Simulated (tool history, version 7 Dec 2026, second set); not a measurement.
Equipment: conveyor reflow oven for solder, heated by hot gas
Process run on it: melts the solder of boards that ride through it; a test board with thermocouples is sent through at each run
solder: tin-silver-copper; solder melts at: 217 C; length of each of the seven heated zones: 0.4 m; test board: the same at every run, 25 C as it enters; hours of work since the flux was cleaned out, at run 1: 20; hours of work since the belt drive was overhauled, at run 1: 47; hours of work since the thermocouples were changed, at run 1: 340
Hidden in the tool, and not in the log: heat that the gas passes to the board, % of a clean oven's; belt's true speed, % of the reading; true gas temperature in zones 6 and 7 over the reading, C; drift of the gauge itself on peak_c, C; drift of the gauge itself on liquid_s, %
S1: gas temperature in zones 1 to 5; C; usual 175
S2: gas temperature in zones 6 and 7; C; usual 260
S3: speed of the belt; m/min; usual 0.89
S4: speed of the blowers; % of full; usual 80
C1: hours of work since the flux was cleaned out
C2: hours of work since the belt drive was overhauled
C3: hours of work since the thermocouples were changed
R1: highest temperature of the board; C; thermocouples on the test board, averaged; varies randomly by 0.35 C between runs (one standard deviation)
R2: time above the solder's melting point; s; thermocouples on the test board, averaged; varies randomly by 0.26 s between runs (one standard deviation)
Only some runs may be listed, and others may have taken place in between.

| run | day | S1 | S2 | S3 | S4 | C1 | C2 | C3 | R1 | R2 |
|---|---|---|---|---|---|---|---|---|---|---|
| 1 | 0 | 175 | 260 | 0.89 | 80 | 20 | 47 | 340 | 249.7 | 40.6 |
| 2 | 0.192 | 175 | 260 | 0.89 | 80 | 24 | 51 | 344 | 250 | 41.3 |
| 3 | 0.6 | 171 | 260 | 0.89 | 80 | 31 | 58 | 351 | 249.5 | 39.7 |
| 4 | 0.783 | 171 | 260 | 0.89 | 80 | 34 | 61 | 354 | 249.2 | 39.8 |
| 5 | 0.967 | 171 | 260 | 0.89 | 80 | 37 | 64 | 357 | 249 | 39.4 |
| 6 | 1.262 | 171 | 260 | 0.89 | 80 | 43 | 70 | 363 | 249.2 | 39.6 |
| 7 | 1.5 | 171 | 260 | 0.89 | 80 | 47 | 74 | 367 | 249.1 | 39.8 |
| 8 | 1.912 | 171 | 260 | 0.89 | 80 | 54 | 81 | 374 | 249.1 | 39.8 |
| 9 | 2.167 | 171 | 260 | 0.89 | 80 | 58 | 86 | 379 | 249.3 | 39.2 |
| 10 | 2.458 | 171 | 260 | 0.89 | 80 | 64 | 91 | 384 | 249.3 | 39.4 |
| 11 | 2.8 | 171 | 260 | 0.89 | 80 | 70 | 97 | 390 | 249.7 | 39.1 |
| 12 | 3.133 | 171 | 260 | 0.89 | 80 | 75 | 102 | 395 | 249.4 | 39.3 |
| 13 | 3.417 | 171 | 260 | 0.89 | 80 | 80 | 107 | 400 | 248.9 | 38.9 |
| 14 | 3.746 | 171 | 260 | 0.89 | 80 | 86 | 113 | 406 | 248.5 | 39.1 |
|  | 3.95 | belt drive overhauled, speed set with a stopwatch |
| 15 | 4.104 | 175 | 260 | 0.89 | 64 | 90 | 3 | 410 | 246.7 | 37.8 |
| 16 | 4.312 | 167 | 254 | 0.89 | 80 | 93 | 6 | 413 | 243.4 | 35.1 |
| 17 | 4.538 | 167 | 254 | 0.89 | 80 | 97 | 10 | 417 | 243.4 | 35 |
|  | 4.808 | belt drive overhauled, speed set with a stopwatch, once more |
| 18 | 5.058 | 167 | 254 | 0.89 | 80 | 103 | 4 | 423 | 242.8 | 34.7 |
| 19 | 5.271 | 186 | 254 | 0.793 | 54 | 107 | 8 | 427 | 243.4 | 45 |
| 20 | 5.604 | 162 | 253 | 0.793 | 52 | 113 | 14 | 433 | 238.8 | 33.1 |
| 21 | 5.9 | 162 | 263 | 0.793 | 52 | 118 | 19 | 438 | 246.8 | 39.4 |
| 22 | 6.229 | 188 | 260 | 0.89 | 80 | 124 | 25 | 444 | 250.8 | 44.2 |
| 23 | 6.654 | 188 | 260 | 0.89 | 80 | 131 | 32 | 451 | 250.3 | 44.7 |
| 24 | 6.858 | 175 | 260 | 0.816 | 80 | 135 | 36 | 455 | 250.7 | 45.5 |
| 25 | 7.288 | 175 | 260 | 0.816 | 80 | 143 | 43 | 463 | 251 | 45.4 |
| 26 | 7.625 | 167 | 267 | 0.711 | 71 | 148 | 49 | 469 | 258.5 | 54.2 |
| 27 | 8.046 | 175 | 265 | 1.033 | 68 | 156 | 57 | 476 | 246.3 | 32 |
| 28 | 8.421 | 175 | 265 | 1.033 | 68 | 162 | 63 | 482 | 246.7 | 32.2 |
| 29 | 8.646 | 170 | 269 | 0.736 | 81 | 166 | 67 | 486 | 260.5 | 54 |
| 30 | 9.067 | 186 | 262 | 0.89 | 71 | 174 | 75 | 494 | 250.7 | 43 |

Here are 5 independent what-if runs from the current tool condition. What would each one return?
| A | 9.446 | 189 | 261 | 0.89 | 51 | 180 | 81 | 501 | ? | ? |
| B | 9.446 | 175 | 263 | 0.89 | 89 | 180 | 81 | 501 | ? | ? |
| C | 9.446 | 175 | 265 | 1.036 | 80 | 180 | 81 | 501 | ? | ? |
| D | 9.446 | 185 | 262 | 0.89 | 71 | 180 | 81 | 501 | ? | ? |
| E | 9.446 | 170 | 260 | 0.926 | 80 | 180 | 81 | 501 | ? | ? |

| run | R1 | R2 |
|---|---|---|
| A | 246.7 | 41.3 |
| B | 253 | 41.9 |
| C | 249.3 | 33.1 |
| D | 250.1 | 43 |
| E | 247.1 | 36.1 |
The same runs, with their run-to-run variation unchanged, on a tool lacking any hidden condition would have given:
| run | R1 | R2 |
|---|---|---|
| A | 248.4 | 42.5 |
| B | 255.1 | 43 |
| C | 251.6 | 34.4 |
| D | 251.9 | 44 |
| E | 249.2 | 37.5 |
